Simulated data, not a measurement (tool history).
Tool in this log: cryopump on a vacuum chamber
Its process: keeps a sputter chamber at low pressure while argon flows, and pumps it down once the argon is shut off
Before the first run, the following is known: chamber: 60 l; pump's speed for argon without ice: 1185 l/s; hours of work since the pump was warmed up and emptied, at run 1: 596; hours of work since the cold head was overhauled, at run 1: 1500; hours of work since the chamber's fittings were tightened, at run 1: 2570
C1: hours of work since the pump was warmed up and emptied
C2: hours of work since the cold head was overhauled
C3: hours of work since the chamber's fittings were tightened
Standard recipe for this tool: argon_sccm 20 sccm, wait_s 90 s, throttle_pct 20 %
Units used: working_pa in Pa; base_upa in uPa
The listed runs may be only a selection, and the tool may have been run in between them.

{"run": 1, "day": 0.0, "argon_sccm": 20, "wait_s": 90, "throttle_pct": 20, "C1": 596, "C2": 1500, "C3": 2570, "working_pa": 0.1478, "base_upa": 4.61}
{"run": 2, "day": 2.917, "argon_sccm": 20, "wait_s": 90, "throttle_pct": 20, "C1": 628, "C2": 1531, "C3": 2601, "working_pa": 0.1489, "base_upa": 4.62}
{"run": 3, "day": 6.346, "argon_sccm": 20, "wait_s": 90, "throttle_pct": 20, "C1": 665, "C2": 1568, "C3": 2638, "working_pa": 0.15, "base_upa": 4.73}
{"run": 4, "day": 8.871, "argon_sccm": 20, "wait_s": 145, "throttle_pct": 20, "C1": 692, "C2": 1595, "C3": 2665, "working_pa": 0.1497, "base_upa": 4.34}
{"run": 5, "day": 11.525, "argon_sccm": 20, "wait_s": 145, "throttle_pct": 20, "C1": 721, "C2": 1624, "C3": 2694, "working_pa": 0.1495, "base_upa": 4.32}
{"run": 6, "day": 14.354, "argon_sccm": 20, "wait_s": 145, "throttle_pct": 20, "C1": 751, "C2": 1655, "C3": 2724, "working_pa": 0.1516, "base_upa": 4.39}
{"run": 7, "day": 16.517, "argon_sccm": 20, "wait_s": 145, "throttle_pct": 20, "C1": 774, "C2": 1678, "C3": 2747, "working_pa": 0.1509, "base_upa": 4.42}
{"run": 8, "day": 20.358, "argon_sccm": 20, "wait_s": 145, "throttle_pct": 20, "C1": 816, "C2": 1719, "C3": 2789, "working_pa": 0.1521, "base_upa": 4.53}
{"run": 9, "day": 22.6, "argon_sccm": 20, "wait_s": 145, "throttle_pct": 20, "C1": 840, "C2": 1743, "C3": 2813, "working_pa": 0.1514, "base_upa": 4.6}
{"run": 10, "day": 26.458, "argon_sccm": 11, "wait_s": 90, "throttle_pct": 20, "C1": 881, "C2": 1785, "C3": 2855, "working_pa": 0.0836, "base_upa": 5.22}
{"day": 27.812, "done": "pump warmed up, emptied and cooled again"}
{"run": 11, "day": 30.658, "argon_sccm": 11, "wait_s": 90, "throttle_pct": 20, "C1": 31, "C2": 1828, "C3": 2898, "working_pa": 0.0783, "base_upa": 4.42}
{"run": 12, "day": 34.142, "argon_sccm": 14, "wait_s": 90, "throttle_pct": 20, "C1": 68, "C2": 1865, "C3": 2935, "working_pa": 0.1011, "base_upa": 4.54}
{"run": 13, "day": 36.596, "argon_sccm": 14, "wait_s": 90, "throttle_pct": 20, "C1": 95, "C2": 1892, "C3": 2962, "working_pa": 0.1022, "base_upa": 4.53}
{"run": 14, "day": 39.075, "argon_sccm": 20, "wait_s": 30, "throttle_pct": 22, "C1": 121, "C2": 1919, "C3": 2988, "working_pa": 0.13, "base_upa": 7.28}
{"run": 15, "day": 42.217, "argon_sccm": 37, "wait_s": 250, "throttle_pct": 18, "C1": 155, "C2": 1952, "C3": 3022, "working_pa": 0.2991, "base_upa": 3.72}
{"run": 16, "day": 46.046, "argon_sccm": 38, "wait_s": 130, "throttle_pct": 16, "C1": 196, "C2": 1994, "C3": 3063, "working_pa": 0.3434, "base_upa": 4.26}
{"run": 17, "day": 47.921, "argon_sccm": 38, "wait_s": 130, "throttle_pct": 16, "C1": 217, "C2": 2014, "C3": 3084, "working_pa": 0.3455, "base_upa": 4.35}
{"run": 18, "day": 50.779, "argon_sccm": 9, "wait_s": 61, "throttle_pct": 20, "C1": 247, "C2": 2045, "C3": 3114, "working_pa": 0.0659, "base_upa": 5.4}

Consider 4 possible next runs. They are alternatives, not a sequence: every one starts from the tool as it was left by run 18. What does each give?
{"run": "A", "day": 53.792, "argon_sccm": 24, "wait_s": 108, "throttle_pct": 42, "C1": 280, "C2": 2077, "C3": 3147, "working_pa": "?", "base_upa": "?"}
{"run": "B", "day": 53.792, "argon_sccm": 9, "wait_s": 61, "throttle_pct": 20, "C1": 280, "C2": 2077, "C3": 3147, "working_pa": "?", "base_upa": "?"}
{"run": "C", "day": 53.792, "argon_sccm": 30, "wait_s": 24, "throttle_pct": 57, "C1": 280, "C2": 2077, "C3": 3147, "working_pa": "?", "base_upa": "?"}
{"run": "D", "day": 53.792, "argon_sccm": 9, "wait_s": 90, "throttle_pct": 20, "C1": 280, "C2": 2077, "C3": 3147, "working_pa": "?", "base_upa": "?"}

run=A working_pa=0.0849 base_upa=4.54
run=B working_pa=0.0658 base_upa=5.47
run=C working_pa=0.0805 base_upa=8.79
run=D working_pa=0.0653 base_upa=4.85
Without the tool's hidden state the same runs would have given:
run=A working_pa=0.0811 base_upa=1.34
run=B working_pa=0.0643 base_upa=2.26
run=C working_pa=0.0757 base_upa=5.45
run=D working_pa=0.0639 base_upa=1.58

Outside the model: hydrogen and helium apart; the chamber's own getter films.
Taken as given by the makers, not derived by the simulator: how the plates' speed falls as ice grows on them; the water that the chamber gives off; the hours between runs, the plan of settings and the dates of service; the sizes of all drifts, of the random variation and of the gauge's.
